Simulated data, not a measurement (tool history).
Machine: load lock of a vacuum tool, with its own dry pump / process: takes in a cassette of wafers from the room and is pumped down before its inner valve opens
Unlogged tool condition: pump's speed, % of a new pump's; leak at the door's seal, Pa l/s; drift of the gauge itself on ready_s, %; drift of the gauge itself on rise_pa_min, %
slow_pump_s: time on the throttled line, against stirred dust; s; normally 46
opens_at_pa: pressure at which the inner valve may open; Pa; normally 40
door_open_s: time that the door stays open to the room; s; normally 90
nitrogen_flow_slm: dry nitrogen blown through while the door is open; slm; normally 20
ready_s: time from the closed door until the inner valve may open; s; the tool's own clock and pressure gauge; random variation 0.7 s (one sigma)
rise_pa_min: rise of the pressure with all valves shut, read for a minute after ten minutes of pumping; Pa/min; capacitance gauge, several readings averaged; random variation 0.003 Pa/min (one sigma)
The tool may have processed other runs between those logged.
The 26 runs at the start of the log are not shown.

run    hour  slow_pump_s  opens_at_pa  door_open_s  nitrogen_flow_slm  hours that the pump has run since its overhaul  times that the door has closed on its seal  incoming humidity of the room's air, %  ready_s  rise_pa_min
 27  3731.2           28           65          132                 37                                           19778                                       26666                                    43.3     94.3        0.137
 28  3899.6           28           65          132                 37                                           19947                                       27172                                    46.2     94.4        0.139
 29  4094.2           32           78           42                  9                                           20141                                       27756                                    46.8     95.7        0.131
 30  4240.3           44           78          143                  9                                           20288                                       28195                                    48.3    103.7        0.169
     4342.7  -- dry pump taken out, an overhauled one fitted
 31  4415.8           46           40           51                 19                                              73                                       28704                                    44.8    105.0        0.139
 32  4613.5           50           40           51                 23                                             271                                       29298                                    44.0    108.2        0.134
 33  4773.2           50           40           51                 23                                             431                                       29778                                    47.1    108.0        0.151
 34  4905.8           46           29           44                 20                                             563                                       30176                                    46.1    108.3        0.146
 35  5025.8           46           29           44                 20                                             683                                       30537                                    42.8    107.1        0.149
 36  5181.7           46           29           44                 20                                             839                                       31005                                    45.1    109.6        0.151

Alternative continuations, all from the tool just after run 36; predict every row:
  A  5339.8           35           29           44                  8                                             997                                       31480                                    42.6        ?            ?
  B  5339.8           46           43          120                 20                                             997                                       31480                                    44.5        ?            ?
  C  5339.8           53           34          113                 20                                             997                                       31480                                    47.0        ?            ?
  D  5339.8           46           73           49                 12                                             997                                       31480                                    40.4        ?            ?

run  ready_s  rise_pa_min
  A    101.0        0.162
  B    105.5        0.168
  C    112.3        0.174
  D     98.3        0.159
Take away the tool's hidden state, keep each run's random variation, and the runs would have read:
run  ready_s  rise_pa_min
  A    100.3        0.022
  B    104.9        0.028
  C    111.7        0.031
  D     97.8        0.018
